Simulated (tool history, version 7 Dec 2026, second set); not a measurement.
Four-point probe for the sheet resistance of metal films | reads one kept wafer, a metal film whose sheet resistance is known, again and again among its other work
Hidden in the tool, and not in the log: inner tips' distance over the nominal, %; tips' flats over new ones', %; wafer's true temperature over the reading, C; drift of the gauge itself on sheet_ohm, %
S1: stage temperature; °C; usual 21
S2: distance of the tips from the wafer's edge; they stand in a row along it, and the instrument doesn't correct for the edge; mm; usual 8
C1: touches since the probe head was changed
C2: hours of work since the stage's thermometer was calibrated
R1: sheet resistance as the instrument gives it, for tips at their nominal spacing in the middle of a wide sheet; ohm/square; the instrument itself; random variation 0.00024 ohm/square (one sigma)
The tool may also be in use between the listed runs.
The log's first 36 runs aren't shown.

run 37 hour=1378.8 | S1=34 S2=8 | C1=59846 C2=580 | R1=1.181566
run 38 hour=1431.8 | S1=21 S2=9 | C1=61317 C2=614 | R1=1.181491
run 39 hour=1482.2 | S1=24 S2=20 | C1=62715 C2=645 | R1=1.175568
run 40 hour=1512.5 | S1=24 S2=20 | C1=63557 C2=664 | R1=1.174911
run 41 hour=1534.6 | S1=24 S2=20 | C1=64170 C2=678 | R1=1.175251
run 42 hour=1586.5 | S1=23 S2=22 | C1=65609 C2=711 | R1=1.175100
run 43 hour=1620.5 | S1=23 S2=22 | C1=66553 C2=732 | R1=1.174971
run 44 hour=1645.0 | S1=23 S2=22 | C1=67231 C2=747 | R1=1.175285
run 45 hour=1691.1 | S1=23 S2=22 | C1=68511 C2=776 | R1=1.175069

3 ways to go on from here, each from the tool as it stands after run 45. What would each give?
run A hour=1719.2 | S1=21 S2=5 | C1=69291 C2=794 | R1=?
run B hour=1719.2 | S1=20 S2=11 | C1=69291 C2=794 | R1=?
run C hour=1719.2 | S1=25 S2=12 | C1=69291 C2=794 | R1=?

run=A R1=1.198696
run=B R1=1.178849
run=C R1=1.178004
Without the tool's hidden state the same runs would have given:
run=A R1=1.198629
run=B R1=1.178784
run=C R1=1.177938
